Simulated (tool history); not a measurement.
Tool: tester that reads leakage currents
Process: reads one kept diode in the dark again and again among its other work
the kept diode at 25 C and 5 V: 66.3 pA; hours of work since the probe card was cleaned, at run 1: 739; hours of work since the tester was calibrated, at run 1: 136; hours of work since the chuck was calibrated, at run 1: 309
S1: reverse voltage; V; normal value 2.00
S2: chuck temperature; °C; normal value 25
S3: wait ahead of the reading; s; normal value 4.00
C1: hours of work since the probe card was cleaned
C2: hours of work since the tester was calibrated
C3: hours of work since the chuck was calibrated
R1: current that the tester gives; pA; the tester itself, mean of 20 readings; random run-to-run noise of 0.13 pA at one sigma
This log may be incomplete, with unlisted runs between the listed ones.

run	hour	S1	S2	S3	C1	C2	C3	R1
1	0.0	2.00	25	4.00	739	136	309	38.07
2	54.0	2.00	25	4.00	762	158	332	37.90
3	106.6	2.00	25	4.00	784	181	354	37.71
4	168.7	2.00	25	4.00	810	207	380	37.99
5	221.2	2.00	25	4.00	832	229	403	37.84
6	277.9	2.00	25	0.90	856	253	427	38.04
7	317.4	2.00	25	0.90	873	270	443	37.67
8	355.7	2.00	25	0.90	889	286	460	37.83
9	414.4	2.00	25	4.00	914	311	484	37.39
10	457.3	2.00	25	0.94	932	329	503	37.43
11	519.8	2.00	25	0.94	959	356	529	37.71
12	545.5	3.20	25	4.00	970	366	540	49.27
13	573.0	2.00	25	4.00	981	378	552	37.50
14	625.3	2.00	21	4.00	1003	400	574	26.35
15	668.5	2.00	25	0.42	1022	419	592	37.68
16	730.4	2.00	25	1.60	1048	445	618	37.37
17	759.0	2.00	25	1.60	1060	457	630	37.15
18	807.0	2.00	43	1.60	1080	477	651	161.64
19	862.9	2.00	43	7.16	1104	501	674	160.77
20	913.8	2.00	25	4.00	1126	522	696	37.16
21	972.7	2.00	25	4.00	1151	547	721	36.78
22	1032.6	2.00	25	4.00	1176	573	746	36.88
23	1092.7	2.00	49	4.00	1201	598	772	252.41
24	1154.0	19.35	34	9.30	1227	624	798	296.11
25	1212.8	19.35	34	9.30	1252	649	822	296.95
26	1272.9	19.35	40	9.30	1278	674	848	477.82
27	1303.8	15.90	24	0.71	1291	688	861	116.80
28	1359.0	1.34	31	4.00	1314	711	884	48.16
29	1410.8	3.74	27	4.00	1336	733	906	62.77
30	1443.0	3.74	27	4.00	1350	746	920	62.82
31	1470.2	7.83	25	0.36	1361	758	931	83.21
32	1516.0	3.26	59	0.88	1381	777	951	682.85
33	1548.4	15.00	28	0.46	1394	791	965	157.63
34	1599.8	1.35	25	1.86	1416	813	986	28.78
35	1627.0	8.12	34	4.24	1428	824	998	175.85
# hour 1636.8: chuck's temperature calibrated
36	1674.5	2.14	41	3.37	1447	844	16	151.41
37	1702.5	4.55	49	4.00	1459	855	28	430.65
38	1752.2	4.55	49	4.00	1480	876	49	431.93
39	1804.8	4.55	49	4.00	1502	899	71	429.20
40	1849.3	1.11	25	0.61	1521	918	90	27.99
41	1905.2	2.00	25	4.44	1544	941	114	39.34

Below are 3 alternative next runs, each starting from the tool's condition after run 41. Predict each:
A	1948.1	2.00	25	0.69	1563	959	132	?
B	1948.1	3.07	22	2.98	1563	959	132	?
C	1948.1	2.00	35	2.70	1563	959	132	?

run	R1
A	39.29
B	39.37
C	89.85
Without the tool's unlogged condition, the same runs would have read:
run	R1
A	38.98
B	38.79
C	89.75
